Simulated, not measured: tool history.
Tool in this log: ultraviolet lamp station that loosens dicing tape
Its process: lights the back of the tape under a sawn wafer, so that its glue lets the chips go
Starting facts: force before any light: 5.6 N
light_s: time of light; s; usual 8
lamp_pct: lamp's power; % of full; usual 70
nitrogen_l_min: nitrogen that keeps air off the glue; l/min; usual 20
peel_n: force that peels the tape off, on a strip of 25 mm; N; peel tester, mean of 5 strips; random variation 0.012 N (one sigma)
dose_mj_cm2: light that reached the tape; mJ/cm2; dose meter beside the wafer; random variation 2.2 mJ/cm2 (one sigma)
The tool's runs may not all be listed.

Run 1, day 0.000: usual settings. Result: peel_n 0.631 N, dose_mj_cm2 163 mJ/cm2.
Run 2, day 1.654: usual settings. Result: peel_n 0.647 N, dose_mj_cm2 161 mJ/cm2.
Run 3, day 3.179: usual settings. Result: peel_n 0.676 N, dose_mj_cm2 159 mJ/cm2.
Run 4, day 4.600: usual settings. Result: peel_n 0.652 N, dose_mj_cm2 159 mJ/cm2.
Run 5, day 5.450: usual settings. Result: peel_n 0.667 N, dose_mj_cm2 156 mJ/cm2.
Run 6, day 7.338: usual settings. Result: peel_n 0.691 N, dose_mj_cm2 156 mJ/cm2.
Run 7, day 8.158: usual settings but lamp_pct 95 % of full. Result: peel_n 0.368 N, dose_mj_cm2 212 mJ/cm2.
Run 8, day 9.758: usual settings. Result: peel_n 0.691 N, dose_mj_cm2 156 mJ/cm2.
Run 9, day 11.538: usual settings but light_s 16 s. Result: peel_n 0.157 N, dose_mj_cm2 310 mJ/cm2.
Run 10, day 12.608: usual settings but light_s 16 s. Result: peel_n 0.175 N, dose_mj_cm2 307 mJ/cm2.
Run 11, day 13.546: usual settings but light_s 16 s. Result: peel_n 0.175 N, dose_mj_cm2 305 mJ/cm2.
Run 12, day 14.375: usual settings. Result: peel_n 0.706 N, dose_mj_cm2 151 mJ/cm2.
Run 13, day 15.896: usual settings but light_s 14 s, lamp_pct 77 % of full. Result: peel_n 0.192 N, dose_mj_cm2 290 mJ/cm2.
Run 14, day 17.088: usual settings but light_s 14 s, lamp_pct 77 % of full. Result: peel_n 0.199 N, dose_mj_cm2 289 mJ/cm2.
Run 15, day 19.038: usual settings but nitrogen_l_min 37 l/min. Result: peel_n 0.543 N, dose_mj_cm2 143 mJ/cm2.
Run 16, day 20.238: usual settings but lamp_pct 88 % of full, nitrogen_l_min 26 l/min. Result: peel_n 0.421 N, dose_mj_cm2 181 mJ/cm2.
Run 17, day 21.421: usual settings but lamp_pct 88 % of full, nitrogen_l_min 26 l/min. Result: peel_n 0.422 N, dose_mj_cm2 181 mJ/cm2.
Run 18, day 23.071: usual settings but lamp_pct 88 % of full, nitrogen_l_min 26 l/min. Result: peel_n 0.454 N, dose_mj_cm2 181 mJ/cm2.
Run 19, day 24.825: usual settings but lamp_pct 88 % of full, nitrogen_l_min 26 l/min. Result: peel_n 0.448 N, dose_mj_cm2 179 mJ/cm2.
Run 20, day 26.558: usual settings but light_s 5 s, lamp_pct 64 % of full. Result: peel_n 1.833 N, dose_mj_cm2 79 mJ/cm2.
Run 21, day 27.612: usual settings but light_s 5 s, lamp_pct 64 % of full, nitrogen_l_min 12 l/min. Result: peel_n 2.119 N, dose_mj_cm2 82 mJ/cm2.
Run 22, day 28.967: usual settings but light_s 13 s, lamp_pct 64 % of full, nitrogen_l_min 16 l/min. Result: peel_n 0.470 N, dose_mj_cm2 206 mJ/cm2.

Run 23 comes next. What will it give?
Run 23, day 30.100: usual settings but light_s 13 s, lamp_pct 64 % of full, nitrogen_l_min 16 l/min. Result: peel_n ?, dose_mj_cm2 ?.

{"run 23": {"peel_n": 0.443, "dose_mj_cm2": 196}}
Were there no unlogged condition in the tool, this run, its random variation unchanged, would have produced peel_n 0.248 N, dose_mj_cm2 258 mJ/cm2.
